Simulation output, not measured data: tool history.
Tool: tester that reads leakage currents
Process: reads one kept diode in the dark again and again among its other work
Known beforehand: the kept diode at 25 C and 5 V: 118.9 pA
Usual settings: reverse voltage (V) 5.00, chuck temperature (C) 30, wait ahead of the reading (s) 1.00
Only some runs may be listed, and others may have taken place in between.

run    hour  reverse voltage (V)  chuck temperature (C)  wait ahead of the reading (s)  current that the tester gives (pA)
  1     0.0                 5.00                     30                           1.00                              197.28
  2    91.3                 5.00                     30                           1.00                              197.75
      127.8  -- probe card cleaned and baked
  3   230.3                 5.00                     30                           1.00                              183.90
  4   386.4                 5.00                     35                           1.00                              284.38
  5   509.8                 5.00                     35                           1.00                              281.96
  6   643.2                 5.00                     30                           1.00                              183.02
  7   743.1                 5.00                     30                           1.00                              183.27
  8   892.3                 5.00                     30                           1.00                              182.19
  9  1026.9                 5.00                     30                           0.36                              184.34
 10  1174.9                 5.00                     30                           0.36                              183.74
 11  1319.8                 5.00                     30                           1.00                              181.21
 12  1420.8                 5.00                     30                           1.18                              180.56
 13  1528.8                 5.00                     30                           1.00                              179.49
 14  1675.2                 5.00                     30                           0.63                              181.24
 15  1782.2                 5.00                     30                           0.63                              180.01
 16  1920.7                 5.00                     30                           0.63                              179.57
 17  2058.8                 5.00                     30                           0.63                              178.80
 18  2189.9                 6.75                     40                           8.10                              483.68
 19  2281.2                 6.75                     24                           0.46                              123.51
 20  2389.6                 1.13                     24                           1.00                               51.42
     2457.1  -- chuck's temperature calibrated
 21  2522.5                 5.00                     21                           1.03                               87.41
 22  2669.3                 5.00                     53                           0.36                             1271.96
 23  2766.8                 5.00                     47                           0.36                              789.64
 24  2919.4                 5.00                     47                           0.36                              788.20
 25  3020.8                 4.83                     30                           6.49                              187.08
 26  3093.1                 1.01                     37                           6.49                              163.92

Below, some changes in current that the tester gives (pA) between adjacent runs. For each, the amount present without the hidden state too (settings, incoming material, random variation) and the amount remaining for the hidden state with gauge scatter not shared by both compared results:
Hidden state at play: stray current of the dirty probe card, pA a volt; current scale over the true one, %; true chuck temperature over the reading, C; drift of the gauge itself on leakage_pa, %.
Run 17 -> 18: reverse voltage (V) 5.00 -> 6.75, chuck temperature (C) 30 -> 40, wait ahead of the reading (s) 0.63 -> 8.10. current that the tester gives (pA) +304.88: hidden state -22.10, all else +326.98.
Run 18 -> 19: chuck temperature (C) 40 -> 24, wait ahead of the reading (s) 8.10 -> 0.46. current that the tester gives (pA) -360.17: hidden state +27.72, all else -387.89.
Run 21 -> 22: chuck temperature (C) 21 -> 53, wait ahead of the reading (s) 1.03 -> 0.36. current that the tester gives (pA) +1184.55: hidden state -14.26, all else +1198.81.
Run 24 -> 25: reverse voltage (V) 5.00 -> 4.83, chuck temperature (C) 47 -> 30, wait ahead of the reading (s) 0.36 -> 6.49. current that the tester gives (pA) -601.12: hidden state +10.42, all else -611.54.

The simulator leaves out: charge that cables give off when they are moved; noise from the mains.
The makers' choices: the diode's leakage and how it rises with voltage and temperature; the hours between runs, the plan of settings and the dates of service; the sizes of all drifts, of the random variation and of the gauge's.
